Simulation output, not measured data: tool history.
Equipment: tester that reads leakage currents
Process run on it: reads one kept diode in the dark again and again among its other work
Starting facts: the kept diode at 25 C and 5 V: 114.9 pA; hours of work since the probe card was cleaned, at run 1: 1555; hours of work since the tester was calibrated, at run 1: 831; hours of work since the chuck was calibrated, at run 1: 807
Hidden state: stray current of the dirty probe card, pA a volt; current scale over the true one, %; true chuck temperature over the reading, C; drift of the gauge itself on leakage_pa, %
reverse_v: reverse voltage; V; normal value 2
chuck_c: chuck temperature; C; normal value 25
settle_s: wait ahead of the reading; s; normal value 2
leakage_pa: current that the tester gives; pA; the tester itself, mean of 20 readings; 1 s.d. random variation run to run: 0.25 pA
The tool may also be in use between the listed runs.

| run | hour | reverse_v | chuck_c | settle_s | hours of work since the probe card was cleaned | hours of work since the tester was calibrated | hours of work since the chuck was calibrated | leakage_pa |
|---|---|---|---|---|---|---|---|---|
| 1 | 0 | 2 | 25 | 2 | 1555 | 831 | 807 | 85.27 |
| 2 | 22.7 | 2 | 25 | 2 | 1570 | 846 | 822 | 85.19 |
| 3 | 59.8 | 2 | 36 | 2 | 1596 | 872 | 848 | 188.52 |
| 4 | 95.2 | 2 | 25 | 2 | 1620 | 896 | 872 | 85.16 |
| 5 | 119.4 | 5.81 | 25 | 2 | 1637 | 913 | 889 | 132.36 |
| 6 | 141.8 | 5.81 | 25 | 2 | 1652 | 928 | 904 | 132.81 |
| 7 | 168 | 2 | 25 | 2 | 1670 | 946 | 922 | 86.4 |
| 8 | 192.8 | 2 | 25 | 2 | 1687 | 963 | 939 | 85.99 |
| 9 | 223.9 | 3.87 | 25 | 2 | 1709 | 985 | 961 | 112.54 |
| 10 | 249.4 | 2 | 25 | 4.91 | 1726 | 1002 | 978 | 86.02 |
| 11 | 291.2 | 2 | 25 | 2 | 1755 | 1031 | 1007 | 86.83 |
| 12 | 316.5 | 2 | 25 | 2 | 1772 | 1048 | 1024 | 86.27 |
| 13 | 352.6 | 2 | 25 | 2 | 1797 | 1073 | 1049 | 87.5 |
| 14 | 395.1 | 2 | 25 | 2 | 1826 | 1102 | 1078 | 86.97 |
| 15 | 433.7 | 2 | 25 | 0.33 | 1853 | 1129 | 1105 | 89.52 |
| 16 | 470.3 | 2 | 25 | 0.33 | 1878 | 1154 | 1130 | 89.29 |
| 17 | 489.3 | 2 | 25 | 4.8 | 1891 | 1167 | 1143 | 87.8 |
| 18 | 513.6 | 2 | 25 | 4.8 | 1908 | 1184 | 1160 | 87.67 |
| 19 | 546.7 | 2.28 | 25 | 2 | 1931 | 1207 | 1183 | 92.69 |
| 20 | 568.9 | 2 | 25 | 2 | 1946 | 1222 | 1198 | 88.22 |
| 21 | 597.2 | 2 | 25 | 2 | 1965 | 1241 | 1217 | 88.32 |
| 22 | 616.9 | 4.55 | 40 | 1.71 | 1979 | 1255 | 1231 | 359.75 |
| 23 | 655.6 | 18.84 | 40 | 1.71 | 2006 | 1282 | 1258 | 642.77 |
| 24 | 686.9 | 9.18 | 25 | 1.05 | 2027 | 1303 | 1279 | 166.9 |
| 25 | 709.8 | 1 | 31 | 3.86 | 2043 | 1319 | 1295 | 103.83 |
| 26 | 734 | 8.15 | 48 | 0.54 | 2060 | 1336 | 1311 | 781.93 |
| 27 | 765.6 | 2.1 | 34 | 2 | 2081 | 1357 | 1333 | 174.68 |
| 28 | 787.7 | 7.8 | 41 | 6.97 | 2096 | 1373 | 1348 | 478.95 |
| 29 | 830.1 | 7.8 | 41 | 6.97 | 2126 | 1402 | 1378 | 482.17 |
| 30 | 856.7 | 2 | 25 | 4.98 | 2144 | 1420 | 1396 | 89.92 |
| 31 | 875.3 | 18.36 | 25 | 4.98 | 2157 | 1433 | 1409 | 223.72 |
|  | 888.2 | chuck's temperature calibrated |
| 32 | 896.5 | 18.36 | 25 | 4.98 | 2170 | 1446 | 6 | 202.22 |
| 33 | 929.4 | 2 | 21 | 2.01 | 2193 | 1469 | 28 | 59.97 |
| 34 | 948.8 | 18.82 | 33 | 0.48 | 2206 | 1482 | 42 | 374.46 |
| 35 | 978.1 | 18.82 | 33 | 0.48 | 2226 | 1502 | 62 | 374.7 |
| 36 | 1019.8 | 2.37 | 37 | 5.82 | 2255 | 1531 | 90 | 208.95 |
| 37 | 1047.2 | 2.37 | 37 | 5.82 | 2274 | 1550 | 109 | 207.84 |
| 38 | 1069.8 | 2.37 | 37 | 5.82 | 2289 | 1565 | 125 | 209.02 |
| 39 | 1092.5 | 2.18 | 37 | 1.62 | 2305 | 1581 | 140 | 202.79 |
| 40 | 1110.2 | 2.18 | 37 | 1.62 | 2317 | 1593 | 153 | 202.6 |

Alternative continuations, all from the tool just after run 40; predict every row:
| A | 1150.7 | 2.18 | 37 | 9.9 | 2345 | 1621 | 181 | ? |
| B | 1150.7 | 2 | 23 | 1.68 | 2345 | 1621 | 181 | ? |
| C | 1150.7 | 2.32 | 26 | 1.1 | 2345 | 1621 | 181 | ? |
| D | 1150.7 | 1.88 | 26 | 1.38 | 2345 | 1621 | 181 | ? |

| run | leakage_pa |
|---|---|
| A | 202.53 |
| B | 70.68 |
| C | 94.74 |
| D | 86.85 |
Without the tool's hidden state the same runs would have given:
| run | leakage_pa |
|---|---|
| A | 198.39 |
| B | 68.68 |
| C | 92.22 |
| D | 84.64 |
